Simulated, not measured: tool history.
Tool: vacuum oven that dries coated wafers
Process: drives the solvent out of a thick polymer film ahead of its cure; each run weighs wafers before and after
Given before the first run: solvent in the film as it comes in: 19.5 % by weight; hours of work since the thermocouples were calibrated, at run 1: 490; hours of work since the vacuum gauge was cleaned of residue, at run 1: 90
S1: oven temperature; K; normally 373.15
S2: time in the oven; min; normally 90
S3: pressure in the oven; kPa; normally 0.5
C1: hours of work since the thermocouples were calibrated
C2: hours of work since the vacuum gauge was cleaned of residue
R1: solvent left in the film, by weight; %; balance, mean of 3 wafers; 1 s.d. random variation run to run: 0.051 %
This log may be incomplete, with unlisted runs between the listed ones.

run   hour      S1   S2     S3   C1   C2    R1
  1      0  373.15   90    0.5  490   90  1.24
  2   18.9  373.15   90    0.5  499  100  1.18
  3     37  373.15   90  0.252  509  109  0.87
  4   71.3  373.15   90  0.252  527  127  1.02
  5  106.5  373.15   90  1.476  545  146  2.22
  6  129.8  373.15   90  1.476  557  158  2.36
  7  149.6  373.15   90    0.5  568  168  1.28
  8  176.6  373.15   52    0.5  582  182  3.08
  9  199.9  373.15   52    0.5  594  194  3.04
 10  216.4  366.15   90    0.5  603  203  2.55
 11  247.4  366.15   52    0.5  619  219  5.06
 12  281.9  366.15   52    0.5  637  237  5.03
 13  312.6  366.15   90    0.5  653  253  2.43
 14  344.9  373.15   90    0.5  670  270  1.34
 15  378.2  373.15   90    0.5  687  288  1.46
 16  410.9  373.15   90    0.5  704  305  1.31
 17  428.7  373.15   62  1.389  714  314   3.4
 18  455.5  375.15  129  0.888  728  328  1.16
 19  479.7  378.15  126   0.86  740  341  0.97
 20    513  365.15  126  1.035  758  358  2.52
 21  542.7  365.15  158  0.901  773  374  1.96
 22  560.2  365.15  158  0.901  782  383  2.02
 23  577.9  365.15  158  0.901  792  392  1.88
 24  593.1  365.15  158  0.901  799  400  2.03
 25  611.4  385.15   90  0.871  809  409  0.78
 26  646.4  382.15   92    0.5  827  428  0.66
 27  661.5  368.15   47    0.5  835  436  5.21
 28  696.1  370.15   47  0.652  853  454  4.77
 29  722.9  370.15   47  0.652  867  468   4.8
 30  751.9  371.15   47   1.26  883  483   5.1
 31  775.3  371.15   47   1.26  895  495  5.03
 32  797.6  371.15   47   1.26  906  507  5.06

Branching from run 32: 3 alternative next runs. What would each branch give?
  A  826.9  371.15   47  1.615  922  522   ?
  B  826.9  361.15  129  0.673  922  522   ?
  C  826.9  374.15   88   0.65  922  522   ?

run    R1
  A   5.5
  B  2.86
  C  1.65
Stripped of hidden state, with their random variation kept, the same runs would have yielded:
run    R1
  A  4.89
  B  2.22
  C  1.25

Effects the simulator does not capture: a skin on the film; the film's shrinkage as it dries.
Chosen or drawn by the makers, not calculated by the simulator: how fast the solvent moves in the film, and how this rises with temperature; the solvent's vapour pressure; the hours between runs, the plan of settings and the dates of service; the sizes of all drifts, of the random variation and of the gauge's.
